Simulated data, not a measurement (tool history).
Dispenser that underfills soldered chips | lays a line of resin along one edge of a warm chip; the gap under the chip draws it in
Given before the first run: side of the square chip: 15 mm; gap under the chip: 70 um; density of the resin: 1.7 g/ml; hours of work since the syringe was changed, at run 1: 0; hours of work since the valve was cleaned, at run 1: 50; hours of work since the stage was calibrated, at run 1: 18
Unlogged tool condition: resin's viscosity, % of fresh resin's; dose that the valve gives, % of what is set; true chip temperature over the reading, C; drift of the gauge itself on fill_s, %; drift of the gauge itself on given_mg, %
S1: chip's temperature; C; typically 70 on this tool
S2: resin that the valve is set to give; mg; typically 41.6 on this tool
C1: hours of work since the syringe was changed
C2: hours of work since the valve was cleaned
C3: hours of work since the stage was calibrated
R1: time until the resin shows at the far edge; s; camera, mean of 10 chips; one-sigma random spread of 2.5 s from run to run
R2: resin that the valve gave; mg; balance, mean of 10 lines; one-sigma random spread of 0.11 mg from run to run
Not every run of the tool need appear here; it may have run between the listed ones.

run 1 hour=0 | S1=70 S2=41.6 | C1=0 C2=50 C3=18 | R1=243.4 R2=40.73
run 2 hour=4.8 | S1=70 S2=41.6 | C1=3 C2=54 C3=22 | R1=319 R2=40.73
run 3 hour=7.6 | S1=62 S2=41.6 | C1=5 C2=55 C3=23 | R1=508 R2=40.74
run 4 hour=10.7 | S1=62 S2=41.6 | C1=7 C2=58 C3=26 | R1=606.3 R2=40.6
run 5 hour=15.5 | S1=62 S2=41.6 | C1=10 C2=61 C3=29 | R1=810.2 R2=40.61
-- hour=17.5 new syringe of resin
run 6 hour=19.6 | S1=79 S2=41.6 | C1=1 C2=63 C3=31 | R1=199.7 R2=40.45
run 7 hour=23 | S1=79 S2=41.6 | C1=4 C2=65 C3=33 | R1=241.3 R2=40.51
run 8 hour=25.3 | S1=79 S2=41.6 | C1=5 C2=67 C3=35 | R1=279.4 R2=40.44
run 9 hour=28.7 | S1=79 S2=40.5 | C1=7 C2=69 C3=37 | R1=333.7 R2=39.29
run 10 hour=31.3 | S1=73 S2=41.6 | C1=9 C2=71 C3=39 | R1=483.4 R2=40.34
-- hour=34.7 new syringe of resin
run 11 hour=35.9 | S1=70 S2=49.1 | C1=1 C2=74 C3=42 | R1=261.9 R2=47.6
run 12 hour=39.9 | S1=70 S2=41.6 | C1=3 C2=76 C3=44 | R1=327.6 R2=40.24
run 13 hour=43.2 | S1=70 S2=41.6 | C1=6 C2=79 C3=46 | R1=400.3 R2=40.1
run 14 hour=47.5 | S1=70 S2=41.6 | C1=8 C2=81 C3=49 | R1=509.4 R2=40.08
run 15 hour=51.4 | S1=70 S2=41.6 | C1=11 C2=84 C3=52 | R1=642.4 R2=40.22
-- hour=52.1 new syringe of resin
run 16 hour=54.2 | S1=70 S2=41.6 | C1=1 C2=86 C3=53 | R1=278.8 R2=40.24
run 17 hour=57.1 | S1=70 S2=41.6 | C1=3 C2=87 C3=55 | R1=321.5 R2=40.07
run 18 hour=60.7 | S1=70 S2=41.6 | C1=6 C2=90 C3=58 | R1=398.4 R2=40.06
run 19 hour=63.3 | S1=70 S2=41.6 | C1=7 C2=92 C3=60 | R1=459.5 R2=40.06
-- hour=68.1 dispensing valve cleaned and set on the balance
run 20 hour=68.9 | S1=61 S2=36.7 | C1=10 C2=1 C3=63 | R1=868.2 R2=36.64
-- hour=70.6 new syringe of resin
run 21 hour=71.8 | S1=61 S2=43 | C1=1 C2=2 C3=64 | R1=367.7 R2=43.12
run 22 hour=75.7 | S1=72 S2=51.2 | C1=3 C2=5 C3=67 | R1=297.6 R2=51.07
run 23 hour=79.9 | S1=72 S2=51.2 | C1=6 C2=8 C3=70 | R1=380 R2=50.87
run 24 hour=82.6 | S1=72 S2=51.2 | C1=8 C2=9 C3=71 | R1=439.3 R2=50.99
run 25 hour=86.6 | S1=83 S2=51.1 | C1=10 C2=12 C3=74 | R1=384.6 R2=50.71
-- hour=88.1 new syringe of resin
run 26 hour=91 | S1=69 S2=54 | C1=2 C2=15 C3=77 | R1=297.9 R2=53.99
run 27 hour=95.9 | S1=81 S2=45.5 | C1=5 C2=18 C3=80 | R1=256.9 R2=45.3
run 28 hour=98.2 | S1=61 S2=45.5 | C1=7 C2=19 C3=81 | R1=612.4 R2=45.04
run 29 hour=101.1 | S1=61 S2=45.5 | C1=9 C2=21 C3=83 | R1=717.3 R2=45.21
-- hour=105.5 new syringe of resin
run 30 hour=106.2 | S1=61 S2=37.1 | C1=1 C2=25 C3=86 | R1=361.8 R2=36.68
run 31 hour=108.8 | S1=67 S2=52.1 | C1=2 C2=26 C3=88 | R1=318.2 R2=51.42
run 32 hour=113.4 | S1=85 S2=52.1 | C1=5 C2=29 C3=91 | R1=223.6 R2=51.35

Run 33 is up next; what results do you expect?
run 33 hour=115.7 | S1=69 S2=41.4 | C1=7 C2=31 C3=93 | R1=? R2=?

Run 33 produced R1 447.1 s, R2 41.03 mg.
With the hidden condition absent and the run-to-run variation left alone, this run would have shown R1 250.6 s, R2 41.57 mg.

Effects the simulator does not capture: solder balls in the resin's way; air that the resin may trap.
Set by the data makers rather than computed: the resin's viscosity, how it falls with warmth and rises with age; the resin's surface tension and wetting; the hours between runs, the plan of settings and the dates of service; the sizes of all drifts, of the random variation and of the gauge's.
